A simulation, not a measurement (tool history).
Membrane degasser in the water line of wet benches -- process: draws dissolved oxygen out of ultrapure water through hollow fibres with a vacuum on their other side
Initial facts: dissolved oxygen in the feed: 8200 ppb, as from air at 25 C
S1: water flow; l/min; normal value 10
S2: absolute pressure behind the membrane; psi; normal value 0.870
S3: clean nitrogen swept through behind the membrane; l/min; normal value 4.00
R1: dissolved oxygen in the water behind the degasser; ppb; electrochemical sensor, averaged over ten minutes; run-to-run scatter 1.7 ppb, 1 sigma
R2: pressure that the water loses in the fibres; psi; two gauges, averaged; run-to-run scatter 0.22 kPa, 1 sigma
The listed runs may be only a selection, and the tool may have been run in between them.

Run 1, hour 0.0: usual settings. Result: R1 167.7 ppb, R2 8.076 psi.
Run 2, hour 40.5: usual settings but S2 1.233 psi. Result: R1 180.8 ppb, R2 8.070 psi.
Run 3, hour 86.6: usual settings but S2 1.233 psi. Result: R1 177.5 ppb, R2 8.111 psi.
Run 4, hour 114.3: usual settings but S2 1.233 psi. Result: R1 179.4 ppb, R2 8.012 psi.
Run 5, hour 142.0: usual settings but S1 14 l/min. Result: R1 253.4 ppb, R2 11.356 psi.
Run 6, hour 186.9: usual settings but S1 14 l/min. Result: R1 253.0 ppb, R2 11.309 psi.
Run 7, hour 238.3: usual settings but S1 14 l/min. Result: R1 256.0 ppb, R2 11.314 psi.
Run 8, hour 291.0: usual settings but S1 14 l/min. Result: R1 252.2 ppb, R2 11.296 psi.
Run 9, hour 339.4: usual settings but S1 14 l/min. Result: R1 253.4 ppb, R2 11.325 psi.
Run 10, hour 376.4: usual settings but S1 14 l/min. Result: R1 256.8 ppb, R2 11.304 psi.
Run 11, hour 424.4: usual settings but S1 12 l/min, S3 11.27 l/min. Result: R1 195.0 ppb, R2 9.683 psi.
Run 12, hour 462.5: usual settings but S1 7 l/min, S2 1.096 psi, S3 1.73 l/min. Result: R1 127.9 ppb, R2 5.629 psi.
Run 13, hour 506.4: usual settings but S1 11 l/min, S2 1.488 psi, S3 9.75 l/min. Result: R1 188.8 ppb, R2 8.855 psi.
Run 14, hour 566.8: usual settings but S1 11 l/min, S2 1.488 psi, S3 10.13 l/min. Result: R1 188.4 ppb, R2 8.886 psi.
Run 15, hour 615.0: usual settings but S1 11 l/min, S2 1.488 psi, S3 10.13 l/min. Result: R1 185.8 ppb, R2 8.956 psi.
Run 16, hour 652.1: usual settings but S1 11 l/min, S2 1.488 psi, S3 10.13 l/min. Result: R1 187.8 ppb, R2 8.929 psi.
Run 17, hour 707.5: usual settings but S2 0.534 psi, S3 7.41 l/min. Result: R1 147.4 ppb, R2 8.080 psi.
Run 18, hour 764.9: usual settings but S2 1.350 psi. Result: R1 184.8 ppb, R2 8.115 psi.
Run 19, hour 792.7: usual settings but S2 1.350 psi. Result: R1 182.6 ppb, R2 8.134 psi.

What if the next run were any one of these 4? Each begins from the tool's condition after run 19:
Run A, hour 843.4: usual settings but S1 11 l/min, S2 1.710 psi. Result: R1 ?, R2 ?.
Run B, hour 843.4: usual settings but S1 6 l/min, S3 3.60 l/min. Result: R1 ?, R2 ?.
Run C, hour 843.4: usual settings but S3 3.01 l/min. Result: R1 ?, R2 ?.
Run D, hour 843.4: usual settings but S2 1.350 psi, S3 5.57 l/min. Result: R1 ?, R2 ?.

run     R1     R2
  A  226.9  8.885
  B   75.9  4.854
  C  167.2  8.100
  D  170.7  8.047
With the hidden condition removed and each run's random variation left untouched, the same runs would have given:
run     R1     R2
  A  226.8  8.884
  B   75.9  4.854
  C  167.1  8.100
  D  170.6  8.047
